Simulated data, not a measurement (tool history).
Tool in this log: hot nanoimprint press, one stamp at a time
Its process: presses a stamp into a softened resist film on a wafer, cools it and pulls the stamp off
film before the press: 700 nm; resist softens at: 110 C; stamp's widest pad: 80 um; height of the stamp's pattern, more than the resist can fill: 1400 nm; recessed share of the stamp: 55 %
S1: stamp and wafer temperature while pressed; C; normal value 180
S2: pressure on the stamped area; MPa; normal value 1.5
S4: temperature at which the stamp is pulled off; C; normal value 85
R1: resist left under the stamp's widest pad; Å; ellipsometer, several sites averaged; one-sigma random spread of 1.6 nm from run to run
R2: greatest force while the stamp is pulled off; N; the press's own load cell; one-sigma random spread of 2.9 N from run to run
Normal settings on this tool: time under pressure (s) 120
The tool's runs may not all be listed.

{"run": 1, "hour": 0.0, "S1": 180, "S2": 1.5, "time under pressure (s)": 120, "S4": 85, "R1": 2678, "R2": 148}
{"run": 2, "hour": 13.2, "S1": 180, "S2": 1.5, "time under pressure (s)": 120, "S4": 85, "R1": 2650, "R2": 141}
{"run": 3, "hour": 19.2, "S1": 180, "S2": 1.5, "time under pressure (s)": 120, "S4": 77, "R1": 2657, "R2": 167}
{"run": 4, "hour": 25.4, "S1": 180, "S2": 0.93, "time under pressure (s)": 120, "S4": 85, "R1": 3282, "R2": 147}
{"run": 5, "hour": 32.2, "S1": 180, "S2": 2.34, "time under pressure (s)": 120, "S4": 85, "R1": 2198, "R2": 153}
{"run": 6, "hour": 45.1, "S1": 180, "S2": 1.5, "time under pressure (s)": 120, "S4": 85, "R1": 2708, "R2": 149}
{"run": 7, "hour": 56.2, "S1": 180, "S2": 1.5, "time under pressure (s)": 120, "S4": 85, "R1": 2693, "R2": 149}
{"run": 8, "hour": 63.0, "S1": 180, "S2": 1.5, "time under pressure (s)": 120, "S4": 85, "R1": 2710, "R2": 148}
{"run": 9, "hour": 74.6, "S1": 180, "S2": 1.5, "time under pressure (s)": 120, "S4": 85, "R1": 2703, "R2": 145}
{"run": 10, "hour": 85.2, "S1": 180, "S2": 1.93, "time under pressure (s)": 120, "S4": 85, "R1": 2448, "R2": 163}
{"run": 11, "hour": 95.4, "S1": 184, "S2": 1.93, "time under pressure (s)": 120, "S4": 85, "R1": 1901, "R2": 155}
{"run": 12, "hour": 108.7, "S1": 184, "S2": 1.93, "time under pressure (s)": 120, "S4": 85, "R1": 1939, "R2": 154}
{"run": 13, "hour": 114.5, "S1": 184, "S2": 1.23, "time under pressure (s)": 63, "S4": 85, "R1": 3105, "R2": 158}
{"run": 14, "hour": 126.4, "S1": 184, "S2": 1.23, "time under pressure (s)": 63, "S4": 85, "R1": 3130, "R2": 166}
{"run": 15, "hour": 132.9, "S1": 180, "S2": 1.63, "time under pressure (s)": 120, "S4": 86, "R1": 2655, "R2": 158}
{"run": 16, "hour": 139.7, "S1": 191, "S2": 1.5, "time under pressure (s)": 73, "S4": 77, "R1": 1875, "R2": 177}
{"run": 17, "hour": 146.1, "S1": 170, "S2": 0.98, "time under pressure (s)": 73, "S4": 84, "R1": 5596, "R2": 158}
{"run": 18, "hour": 154.9, "S1": 181, "S2": 1.85, "time under pressure (s)": 120, "S4": 85, "R1": 2366, "R2": 156}
{"run": 19, "hour": 165.9, "S1": 173, "S2": 1.4, "time under pressure (s)": 64, "S4": 90, "R1": 4808, "R2": 151}
{"hour": 177.2, "done": "stamp cleaned and given a new release coat"}
{"run": 20, "hour": 184.1, "S1": 173, "S2": 1.4, "time under pressure (s)": 64, "S4": 90, "R1": 4840, "R2": 137}
{"run": 21, "hour": 190.8, "S1": 173, "S2": 1.4, "time under pressure (s)": 64, "S4": 90, "R1": 4872, "R2": 133}

What if the next run were any one of these 4? Each begins from the tool's condition after run 21:
{"run": "A", "hour": 199.9, "S1": 178, "S2": 1.4, "time under pressure (s)": 64, "S4": 75, "R1": "?", "R2": "?"}
{"run": "B", "hour": 199.9, "S1": 191, "S2": 1.4, "time under pressure (s)": 106, "S4": 90, "R1": "?", "R2": "?"}
{"run": "C", "hour": 199.9, "S1": 180, "S2": 1.5, "time under pressure (s)": 180, "S4": 85, "R1": "?", "R2": "?"}
{"run": "D", "hour": 199.9, "S1": 173, "S2": 1.4, "time under pressure (s)": 64, "S4": 82, "R1": "?", "R2": "?"}

run=A R1=3964 R2=165
run=B R1=1652 R2=132
run=C R1=2339 R2=149
run=D R1=4892 R2=144
With the hidden condition removed and each run's random variation left untouched, the same runs would have given:
run=A R1=3619 R2=158
run=B R1=1489 R2=125
run=C R1=2089 R2=142
run=D R1=4536 R2=138

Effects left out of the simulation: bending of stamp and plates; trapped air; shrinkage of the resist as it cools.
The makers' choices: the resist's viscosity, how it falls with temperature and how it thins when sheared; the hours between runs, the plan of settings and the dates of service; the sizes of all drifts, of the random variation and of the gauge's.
